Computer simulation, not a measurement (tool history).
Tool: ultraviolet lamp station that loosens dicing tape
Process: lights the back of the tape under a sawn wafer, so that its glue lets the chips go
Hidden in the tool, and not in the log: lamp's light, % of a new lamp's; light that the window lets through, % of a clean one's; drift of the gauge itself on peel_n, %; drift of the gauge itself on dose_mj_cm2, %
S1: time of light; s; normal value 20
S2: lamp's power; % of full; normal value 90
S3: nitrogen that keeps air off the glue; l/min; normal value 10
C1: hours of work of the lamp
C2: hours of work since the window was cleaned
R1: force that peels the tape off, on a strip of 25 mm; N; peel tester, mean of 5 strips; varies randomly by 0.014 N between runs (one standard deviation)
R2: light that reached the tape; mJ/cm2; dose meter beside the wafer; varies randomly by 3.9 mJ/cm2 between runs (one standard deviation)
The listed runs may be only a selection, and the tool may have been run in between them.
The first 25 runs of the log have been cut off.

run	hour	S1	S2	S3	C1	C2	R1	R2
26	1303.7	24	84	9	304	201	0.777	645
27	1339.2	24	84	9	328	225	0.803	642
28	1386.1	17	72	4	360	257	3.719	387
29	1418.8	20	82	13	383	280	0.957	505
30	1469.2	20	91	4	417	314	2.101	552
31	1521.6	20	79	17	453	350	0.911	473
32	1562	14	70	6	481	377	3.936	286
33	1627.8	21	91	6	525	422	1.573	548
34	1694.3	20	90	3	571	468	2.841	503
35	1751.8	24	90	17	610	507	0.541	593
# hour 1771.6: window cleaned of glue's vapour
36	1821.6	25	69	10	657	34	1.098	526
37	1861.9	13	96	12	685	62	1.847	375
38	1922.7	18	64	15	726	103	1.976	344

Predict each of these 5 candidate next runs independently; none follows another, all start after run 38:
A	1989.5	20	80	10	772	149	?	?
B	1989.5	29	80	15	772	149	?	?
C	1989.5	29	91	10	772	149	?	?
D	1989.5	12	62	10	772	149	?	?
E	1989.5	33	74	10	772	149	?	?

run	R1	R2
A	1.465	466
B	0.425	666
C	0.457	759
D	4.321	214
E	0.579	706
Had the tool no hidden state, the same runs would have come out as:
run	R1	R2
A	0.867	595
B	0.238	852
C	0.255	970
D	3.308	274
E	0.319	902
